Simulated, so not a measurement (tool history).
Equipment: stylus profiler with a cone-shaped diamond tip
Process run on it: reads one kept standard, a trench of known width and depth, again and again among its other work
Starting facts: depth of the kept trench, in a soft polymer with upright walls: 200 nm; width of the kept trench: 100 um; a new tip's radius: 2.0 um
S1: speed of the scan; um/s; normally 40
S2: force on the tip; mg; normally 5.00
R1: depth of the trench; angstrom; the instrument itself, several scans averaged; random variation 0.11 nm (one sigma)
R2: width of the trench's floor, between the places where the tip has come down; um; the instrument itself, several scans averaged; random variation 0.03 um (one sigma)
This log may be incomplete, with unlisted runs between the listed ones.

run,hour,S1,S2,R1,R2
1,0.0,40,5.00,2051.7,97.92
2,22.7,29,5.00,2052.3,97.97
3,38.6,29,5.00,2049.7,97.98
4,60.9,29,5.00,2051.2,97.98
5,76.6,141,5.00,2051.7,97.49
6,93.2,141,5.00,2054.0,97.46
7,113.1,40,5.00,2049.9,97.89
8,128.4,40,5.00,2050.7,97.93
9,150.2,40,7.43,2066.1,97.89
10,174.4,40,7.43,2066.2,97.91
11,189.3,40,5.00,2050.5,97.85
12,203.3,40,5.00,2047.4,97.88
13,226.2,40,5.00,2050.9,97.84
14,243.5,40,5.00,2050.7,97.82
15,255.6,40,5.00,2051.3,97.88
16,277.2,40,1.92,2025.4,97.73
# hour 279.1: height scale calibrated on a step standard
17,302.0,42,5.24,2051.0,97.86
18,323.2,40,13.85,2100.6,97.95
19,346.2,40,13.85,2101.7,97.89
20,360.3,140,7.81,2067.6,97.55
21,375.5,11,9.39,2077.8,97.99
22,389.8,40,1.89,2024.5,97.71
23,412.4,108,3.47,2040.0,97.42
# hour 424.6: height scale calibrated on a step standard, once more
24,436.0,108,3.47,2041.1,97.43
25,447.8,108,3.47,2042.2,97.36
26,470.6,108,3.47,2041.3,97.38
27,494.9,63,5.28,2053.7,97.68
28,515.4,34,2.77,2038.3,97.82
29,526.0,94,2.77,2035.0,97.42
30,550.3,117,2.00,2028.3,97.13
31,573.2,17,4.44,2046.6,97.87

Difference, measured minus no-hidden-state, one row per run. Run-to-run variation is common to both terms; the gauge's own scatter need not be:
The tool's hidden condition here consists of: radius of the tip, um; height scale over the true one, %; drift of the gauge itself on depth_nm, %; drift of the gauge itself on floor_um, %.
run,R1,R2
1,-0.7,-0.14
2,-0.8,-0.15
3,-0.8,-0.16
4,-1.0,-0.16
5,-1.0,-0.17
6,-1.0,-0.17
7,-1.1,-0.18
8,-1.1,-0.19
9,-1.2,-0.19
10,-1.3,-0.20
11,-1.2,-0.20
12,-1.3,-0.21
13,-1.4,-0.21
14,-1.3,-0.22
15,-1.4,-0.22
16,-1.4,-0.23
17,-2.4,-0.23
18,-2.5,-0.24
19,-2.6,-0.25
20,-2.6,-0.25
21,-2.6,-0.26
22,-2.6,-0.26
23,-2.6,-0.27
24,+0.7,-0.27
25,+0.7,-0.27
26,+0.6,-0.28
27,+0.6,-0.29
28,+0.5,-0.29
29,+0.5,-0.30
30,+0.4,-0.30
31,+0.4,-0.31
